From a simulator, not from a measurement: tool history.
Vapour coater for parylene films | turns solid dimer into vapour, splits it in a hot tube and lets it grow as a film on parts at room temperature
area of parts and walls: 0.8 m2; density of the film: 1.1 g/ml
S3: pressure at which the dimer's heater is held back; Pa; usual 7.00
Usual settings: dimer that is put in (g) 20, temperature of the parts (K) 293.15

{"run": 1, "hour": 0.0, "dimer that is put in (g)": 20, "temperature of the parts (K)": 293.15, "S3": 7.0, "thickness of the film (µm)": 14.6}
{"run": 2, "hour": 15.9, "dimer that is put in (g)": 20, "temperature of the parts (K)": 293.15, "S3": 7.0, "thickness of the film (µm)": 14.57}
{"run": 3, "hour": 29.8, "dimer that is put in (g)": 20, "temperature of the parts (K)": 293.15, "S3": 7.0, "thickness of the film (µm)": 14.55}
{"run": 4, "hour": 58.0, "dimer that is put in (g)": 20, "temperature of the parts (K)": 301.15, "S3": 7.0, "thickness of the film (µm)": 10.28}
{"hour": 65.2, "done": "trap's valve overhauled"}
{"run": 5, "hour": 90.2, "dimer that is put in (g)": 20, "temperature of the parts (K)": 293.15, "S3": 7.0, "thickness of the film (µm)": 14.15}
{"run": 6, "hour": 113.7, "dimer that is put in (g)": 16, "temperature of the parts (K)": 289.15, "S3": 9.83, "thickness of the film (µm)": 12.47}
{"run": 7, "hour": 130.0, "dimer that is put in (g)": 20, "temperature of the parts (K)": 293.15, "S3": 2.69, "thickness of the film (µm)": 17.52}
{"run": 8, "hour": 160.6, "dimer that is put in (g)": 26, "temperature of the parts (K)": 290.15, "S3": 7.0, "thickness of the film (µm)": 20.87}
{"run": 9, "hour": 179.5, "dimer that is put in (g)": 26, "temperature of the parts (K)": 290.15, "S3": 7.0, "thickness of the film (µm)": 20.88}
{"run": 10, "hour": 196.7, "dimer that is put in (g)": 16, "temperature of the parts (K)": 290.15, "S3": 7.0, "thickness of the film (µm)": 12.87}

Forecast each of these 5 alternatives for the next run:
{"run": "A", "hour": 227.2, "dimer that is put in (g)": 16, "temperature of the parts (K)": 303.15, "S3": 2.39, "thickness of the film (µm)": "?"}
{"run": "B", "hour": 227.2, "dimer that is put in (g)": 20, "temperature of the parts (K)": 290.15, "S3": 7.79, "thickness of the film (µm)": "?"}
{"run": "C", "hour": 227.2, "dimer that is put in (g)": 20, "temperature of the parts (K)": 302.15, "S3": 7.0, "thickness of the film (µm)": "?"}
{"run": "D", "hour": 227.2, "dimer that is put in (g)": 16, "temperature of the parts (K)": 289.15, "S3": 11.35, "thickness of the film (µm)": "?"}
{"run": "E", "hour": 227.2, "dimer that is put in (g)": 11, "temperature of the parts (K)": 299.15, "S3": 11.96, "thickness of the film (µm)": "?"}

run=A thickness_of_the_film_(µm)=9.28
run=B thickness_of_the_film_(µm)=15.67
run=C thickness_of_the_film_(µm)=9.56
run=D thickness_of_the_film_(µm)=12.00
run=E thickness_of_the_film_(µm)=5.33
Without the tool's hidden state the same runs would have given:
run=A thickness_of_the_film_(µm)=9.84
run=B thickness_of_the_film_(µm)=16.63
run=C thickness_of_the_film_(µm)=10.14
run=D thickness_of_the_film_(µm)=12.73
run=E thickness_of_the_film_(µm)=5.65
